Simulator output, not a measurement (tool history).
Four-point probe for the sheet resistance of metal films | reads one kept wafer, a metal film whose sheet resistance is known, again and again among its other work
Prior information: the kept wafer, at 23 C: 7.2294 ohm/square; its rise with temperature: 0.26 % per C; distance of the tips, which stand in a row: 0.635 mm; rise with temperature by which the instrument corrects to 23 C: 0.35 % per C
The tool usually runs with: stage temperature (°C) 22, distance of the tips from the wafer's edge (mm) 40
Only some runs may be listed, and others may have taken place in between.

run	hour	stage temperature (°C)	distance of the tips from the wafer's edge (mm)	sheet resistance as the instrument gives it (ohm/square)
1	0.0	22	40	7.238820
2	17.1	22	40	7.235722
3	46.9	22	40	7.235804
4	74.3	22	8	7.257356
5	101.1	22	40	7.234293
6	114.5	22	12	7.241990
7	128.1	20	40	7.247372
8	155.5	20	40	7.246592
9	183.2	20	40	7.243482
10	203.8	23	6	7.262818
11	234.1	18	5	7.315133
12	262.4	34	36	7.142454
# hour 264.6: stage's thermometer calibrated
13	276.6	34	36	7.139681
14	298.6	26	15	7.198512
15	323.3	26	15	7.196158
16	346.0	26	10	7.203817
17	367.8	35	5	7.188406
# hour 385.7: stage's thermometer calibrated, once more
18	400.3	35	5	7.191040

Here are 5 independent what-if runs from the current tool condition. What would each one return?
A	427.9	26	9	?
B	427.9	26	19	?
C	427.9	28	4	?
D	427.9	26	48	?
E	427.9	28	40	?

run	sheet resistance as the instrument gives it (ohm/square)
A	7.209407
B	7.191086
C	7.269746
D	7.187587
E	7.176597
Without the tool's unlogged condition, the same runs would have read:
run	sheet resistance as the instrument gives it (ohm/square)
A	7.229620
B	7.211251
C	7.290117
D	7.207743
E	7.196729
